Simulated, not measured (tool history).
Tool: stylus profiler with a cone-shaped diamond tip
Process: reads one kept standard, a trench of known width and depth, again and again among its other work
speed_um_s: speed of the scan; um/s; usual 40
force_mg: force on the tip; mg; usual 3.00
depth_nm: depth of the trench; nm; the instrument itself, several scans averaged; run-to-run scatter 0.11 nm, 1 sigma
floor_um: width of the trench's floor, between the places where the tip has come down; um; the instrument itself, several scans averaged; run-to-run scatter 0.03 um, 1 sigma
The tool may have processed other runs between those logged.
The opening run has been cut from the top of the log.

run 2 hour=93.7 | speed_um_s=40 force_mg=3.00 | depth_nm=203.34 floor_um=47.67
run 3 hour=196.7 | speed_um_s=40 force_mg=3.00 | depth_nm=203.48 floor_um=47.66
run 4 hour=268.3 | speed_um_s=40 force_mg=3.00 | depth_nm=203.47 floor_um=47.66
run 5 hour=331.1 | speed_um_s=40 force_mg=3.00 | depth_nm=203.57 floor_um=47.64
run 6 hour=428.7 | speed_um_s=40 force_mg=3.00 | depth_nm=203.45 floor_um=47.68
run 7 hour=535.2 | speed_um_s=40 force_mg=3.00 | depth_nm=203.32 floor_um=47.61
run 8 hour=641.4 | speed_um_s=40 force_mg=3.00 | depth_nm=203.32 floor_um=47.60
run 9 hour=740.7 | speed_um_s=40 force_mg=3.00 | depth_nm=203.43 floor_um=47.60
run 10 hour=828.5 | speed_um_s=40 force_mg=3.00 | depth_nm=203.34 floor_um=47.59
run 11 hour=910.5 | speed_um_s=40 force_mg=3.00 | depth_nm=203.08 floor_um=47.58
run 12 hour=984.1 | speed_um_s=40 force_mg=3.00 | depth_nm=203.28 floor_um=47.56
run 13 hour=1044.6 | speed_um_s=40 force_mg=3.00 | depth_nm=203.26 floor_um=47.60
run 14 hour=1105.1 | speed_um_s=40 force_mg=3.00 | depth_nm=203.34 floor_um=47.62
run 15 hour=1186.4 | speed_um_s=40 force_mg=3.00 | depth_nm=202.96 floor_um=47.60
run 16 hour=1297.0 | speed_um_s=11 force_mg=3.00 | depth_nm=203.26 floor_um=47.57
run 17 hour=1370.6 | speed_um_s=11 force_mg=3.00 | depth_nm=203.02 floor_um=47.66
run 18 hour=1429.2 | speed_um_s=11 force_mg=3.00 | depth_nm=203.17 floor_um=47.59
run 19 hour=1561.2 | speed_um_s=14 force_mg=3.00 | depth_nm=203.13 floor_um=47.62
run 20 hour=1658.1 | speed_um_s=62 force_mg=3.00 | depth_nm=203.11 floor_um=47.47
run 21 hour=1720.0 | speed_um_s=11 force_mg=3.67 | depth_nm=203.66 floor_um=47.56

Predict the results of run 22:
run 22 hour=1790.8 | speed_um_s=16 force_mg=2.80 | depth_nm=? floor_um=?

depth_nm: 202.69 nm
floor_um: 47.59 um
If the tool had no hidden condition, the same run with the same run-to-run variation would have returned depth_nm 203.62 nm, floor_um 48.27 um.
